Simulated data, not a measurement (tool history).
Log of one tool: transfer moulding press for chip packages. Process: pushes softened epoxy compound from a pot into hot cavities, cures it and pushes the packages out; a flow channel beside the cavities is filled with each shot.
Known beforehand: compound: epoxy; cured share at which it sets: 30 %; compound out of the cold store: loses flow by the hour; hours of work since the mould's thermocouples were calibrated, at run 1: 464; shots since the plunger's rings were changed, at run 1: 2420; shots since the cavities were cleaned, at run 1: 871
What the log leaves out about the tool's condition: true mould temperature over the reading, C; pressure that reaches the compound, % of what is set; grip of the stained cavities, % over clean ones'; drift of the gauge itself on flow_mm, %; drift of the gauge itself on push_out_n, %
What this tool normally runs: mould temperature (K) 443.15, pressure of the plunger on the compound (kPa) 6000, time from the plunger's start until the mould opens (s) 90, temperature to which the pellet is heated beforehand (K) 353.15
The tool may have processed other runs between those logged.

run	day	mould temperature (K)	pressure of the plunger on the compound (kPa)	time from the plunger's start until the mould opens (s)	temperature to which the pellet is heated beforehand (K)	hours of work since the mould's thermocouples were calibrated	shots since the plunger's rings were changed	shots since the cavities were cleaned	incoming compound's hours out of the cold store	length that the compound runs in the flow channel (mm)	greatest force on the pins that push the packages out (N)
1	0.000	443.15	6000	90	353.15	464	2420	871	37.8	489	840
# day 0.142: cavities cleaned with cleaning compound and waxed
2	1.162	443.15	6000	90	353.15	483	2814	366	8.3	588	832
3	2.192	443.15	7180	90	353.15	502	3184	736	39.0	520	843
# day 2.725: cavities cleaned with cleaning compound and waxed
4	2.800	443.15	6830	90	353.15	511	3380	26	26.5	552	593
5	3.546	443.15	6830	90	353.15	524	3647	293	13.6	593	752
6	4.183	443.15	6830	90	353.15	535	3876	522	44.4	485	784
# day 4.617: plunger's sealing rings changed
# day 5.462: cavities cleaned with cleaning compound and waxed
7	5.492	443.15	6830	90	353.15	555	291	9	29.7	572	592
8	6.762	443.15	6830	90	353.15	578	748	466	40.2	531	776
9	7.538	443.15	6830	90	353.15	591	1025	743	12.9	637	838
# day 8.025: cavities cleaned with cleaning compound and waxed
10	8.908	445.15	6830	90	353.15	614	1494	317	31.7	550	702
11	9.888	445.15	6830	90	353.15	631	1846	669	15.5	607	762
# day 10.554: cavities cleaned with cleaning compound and waxed
12	10.554	445.15	6830	90	353.15	642	2063	0	46.2	492	515
13	11.517	445.15	6830	90	353.15	659	2407	344	11.9	614	700
14	12.067	445.15	6830	90	353.15	668	2604	541	45.7	492	723
15	12.975	445.15	6830	90	353.15	684	2931	868	20.9	577	786
# day 13.138: cavities cleaned with cleaning compound and waxed
16	14.138	442.15	7460	90	353.15	704	3325	358	43.0	518	764
17	14.912	438.15	7460	89	348.15	717	3604	637	40.6	530	1079
# day 15.725: cavities cleaned with cleaning compound and waxed
18	15.788	438.15	7460	89	348.15	731	3895	22	45.1	512	761
# day 16.171: plunger's sealing rings changed
19	16.788	438.15	7090	75	348.15	747	222	344	47.0	528	1478
20	17.783	442.15	6000	116	349.15	765	578	700	13.3	599	681
# day 18.438: cavities cleaned with cleaning compound and waxed
21	18.621	442.15	6000	116	349.15	778	857	67	35.4	514	521
22	19.450	438.15	6760	106	349.15	793	1154	364	25.5	583	759
23	20.150	438.15	6760	106	349.15	805	1405	615	33.6	547	796
# day 21.038: cavities cleaned with cleaning compound and waxed
24	21.521	448.15	4680	77	353.15	828	1874	173	17.3	490	696
# day 21.788: mould's thermocouples calibrated
25	22.471	440.15	6000	89	353.15	12	2185	484	29.3	527	1046
26	23.283	441.15	6000	127	357.15	26	2476	775	47.0	460	671
# day 23.692: cavities cleaned with cleaning compound and waxed
27	24.529	441.15	6000	127	357.15	47	2901	300	12.7	576	607
28	25.262	445.15	6000	90	353.15	60	3164	563	46.1	454	779

Branching from run 28: 3 alternative next runs. What would each branch give?
A	25.812	443.15	6000	97	357.15	69	3361	760	15.7	?	?
B	25.812	445.15	6230	90	353.15	69	3361	760	36.5	?	?
C	25.812	444.15	6340	90	344.15	69	3361	760	36.2	?	?

run	length that the compound runs in the flow channel (mm)	greatest force on the pins that push the packages out (N)
A	553	794
B	495	793
C	500	838
Stripped of hidden state, with their random variation kept, the same runs would have yielded:
run	length that the compound runs in the flow channel (mm)	greatest force on the pins that push the packages out (N)
A	592	539
B	530	541
C	536	570
